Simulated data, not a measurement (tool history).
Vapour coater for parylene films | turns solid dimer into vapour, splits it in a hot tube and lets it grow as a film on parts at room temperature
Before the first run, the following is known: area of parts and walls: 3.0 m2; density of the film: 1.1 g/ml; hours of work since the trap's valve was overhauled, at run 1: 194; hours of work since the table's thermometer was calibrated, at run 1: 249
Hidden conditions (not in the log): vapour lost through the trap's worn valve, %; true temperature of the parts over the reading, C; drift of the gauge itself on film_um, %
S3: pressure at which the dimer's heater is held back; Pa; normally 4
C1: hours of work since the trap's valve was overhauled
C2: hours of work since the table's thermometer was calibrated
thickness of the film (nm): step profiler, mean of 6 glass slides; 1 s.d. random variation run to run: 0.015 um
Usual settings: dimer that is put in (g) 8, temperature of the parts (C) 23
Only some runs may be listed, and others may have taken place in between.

{"run": 1, "hour": 0.0, "dimer that is put in (g)": 8, "temperature of the parts (C)": 23, "S3": 4, "C1": 194, "C2": 249, "thickness of the film (nm)": 1910}
{"hour": 39.0, "done": "trap's valve overhauled"}
{"run": 2, "hour": 42.8, "dimer that is put in (g)": 8, "temperature of the parts (C)": 23, "S3": 10.67, "C1": 3, "C2": 280, "thickness of the film (nm)": 1510}
{"run": 3, "hour": 89.5, "dimer that is put in (g)": 8, "temperature of the parts (C)": 23, "S3": 10.67, "C1": 40, "C2": 317, "thickness of the film (nm)": 1520}
{"run": 4, "hour": 130.2, "dimer that is put in (g)": 3, "temperature of the parts (C)": 23, "S3": 10.67, "C1": 73, "C2": 350, "thickness of the film (nm)": 550}
{"run": 5, "hour": 169.8, "dimer that is put in (g)": 3, "temperature of the parts (C)": 23, "S3": 10.67, "C1": 104, "C2": 381, "thickness of the film (nm)": 570}
{"run": 6, "hour": 207.9, "dimer that is put in (g)": 3, "temperature of the parts (C)": 23, "S3": 10.67, "C1": 134, "C2": 411, "thickness of the film (nm)": 570}
{"run": 7, "hour": 233.3, "dimer that is put in (g)": 3, "temperature of the parts (C)": 23, "S3": 10.67, "C1": 155, "C2": 432, "thickness of the film (nm)": 540}
{"run": 8, "hour": 261.0, "dimer that is put in (g)": 8, "temperature of the parts (C)": 23, "S3": 4, "C1": 177, "C2": 454, "thickness of the film (nm)": 1870}
{"run": 9, "hour": 306.3, "dimer that is put in (g)": 4, "temperature of the parts (C)": 23, "S3": 4, "C1": 213, "C2": 490, "thickness of the film (nm)": 970}
{"hour": 319.2, "done": "trap's valve overhauled"}
{"run": 10, "hour": 338.3, "dimer that is put in (g)": 4, "temperature of the parts (C)": 23, "S3": 4, "C1": 15, "C2": 512, "thickness of the film (nm)": 940}
{"run": 11, "hour": 377.0, "dimer that is put in (g)": 8, "temperature of the parts (C)": 23, "S3": 4, "C1": 46, "C2": 543, "thickness of the film (nm)": 1900}
{"run": 12, "hour": 424.0, "dimer that is put in (g)": 3, "temperature of the parts (C)": 23, "S3": 2.14, "C1": 83, "C2": 580, "thickness of the film (nm)": 830}
{"run": 13, "hour": 444.8, "dimer that is put in (g)": 3, "temperature of the parts (C)": 23, "S3": 2.14, "C1": 100, "C2": 597, "thickness of the film (nm)": 790}
{"run": 14, "hour": 484.4, "dimer that is put in (g)": 8, "temperature of the parts (C)": 28, "S3": 4.06, "C1": 132, "C2": 628, "thickness of the film (nm)": 1580}
{"run": 15, "hour": 516.4, "dimer that is put in (g)": 8, "temperature of the parts (C)": 22, "S3": 4.06, "C1": 157, "C2": 654, "thickness of the film (nm)": 1960}
{"run": 16, "hour": 556.9, "dimer that is put in (g)": 8, "temperature of the parts (C)": 22, "S3": 4.06, "C1": 189, "C2": 686, "thickness of the film (nm)": 1950}
{"run": 17, "hour": 592.0, "dimer that is put in (g)": 7, "temperature of the parts (C)": 16, "S3": 4, "C1": 217, "C2": 714, "thickness of the film (nm)": 2100}
{"hour": 602.7, "done": "trap's valve overhauled"}
{"run": 18, "hour": 633.2, "dimer that is put in (g)": 9, "temperature of the parts (C)": 29, "S3": 2.39, "C1": 24, "C2": 744, "thickness of the film (nm)": 1930}
{"run": 19, "hour": 661.3, "dimer that is put in (g)": 6, "temperature of the parts (C)": 29, "S3": 2.37, "C1": 47, "C2": 766, "thickness of the film (nm)": 1280}
{"run": 20, "hour": 695.4, "dimer that is put in (g)": 6, "temperature of the parts (C)": 29, "S3": 2.37, "C1": 74, "C2": 793, "thickness of the film (nm)": 1280}
{"run": 21, "hour": 740.1, "dimer that is put in (g)": 6, "temperature of the parts (C)": 29, "S3": 2.37, "C1": 109, "C2": 829, "thickness of the film (nm)": 1260}
{"run": 22, "hour": 759.7, "dimer that is put in (g)": 6, "temperature of the parts (C)": 29, "S3": 2.37, "C1": 125, "C2": 844, "thickness of the film (nm)": 1250}

Predict each of these 4 candidate next runs independently; none follows another, all start after run 22:
{"run": "A", "hour": 788.9, "dimer that is put in (g)": 4, "temperature of the parts (C)": 17, "S3": 6.83, "C1": 148, "C2": 868, "thickness of the film (nm)": "?"}
{"run": "B", "hour": 788.9, "dimer that is put in (g)": 6, "temperature of the parts (C)": 29, "S3": 10.53, "C1": 148, "C2": 868, "thickness of the film (nm)": "?"}
{"run": "C", "hour": 788.9, "dimer that is put in (g)": 5, "temperature of the parts (C)": 23, "S3": 4, "C1": 148, "C2": 868, "thickness of the film (nm)": "?"}
{"run": "D", "hour": 788.9, "dimer that is put in (g)": 6, "temperature of the parts (C)": 15, "S3": 2.96, "C1": 148, "C2": 868, "thickness of the film (nm)": "?"}

run=A thickness_of_the_film_(nm)=1060
run=B thickness_of_the_film_(nm)=930
run=C thickness_of_the_film_(nm)=1190
run=D thickness_of_the_film_(nm)=1780
Stripped of hidden state, with their random variation kept, the same runs would have yielded:
run=A thickness_of_the_film_(nm)=1060
run=B thickness_of_the_film_(nm)=930
run=C thickness_of_the_film_(nm)=1200
run=D thickness_of_the_film_(nm)=1780

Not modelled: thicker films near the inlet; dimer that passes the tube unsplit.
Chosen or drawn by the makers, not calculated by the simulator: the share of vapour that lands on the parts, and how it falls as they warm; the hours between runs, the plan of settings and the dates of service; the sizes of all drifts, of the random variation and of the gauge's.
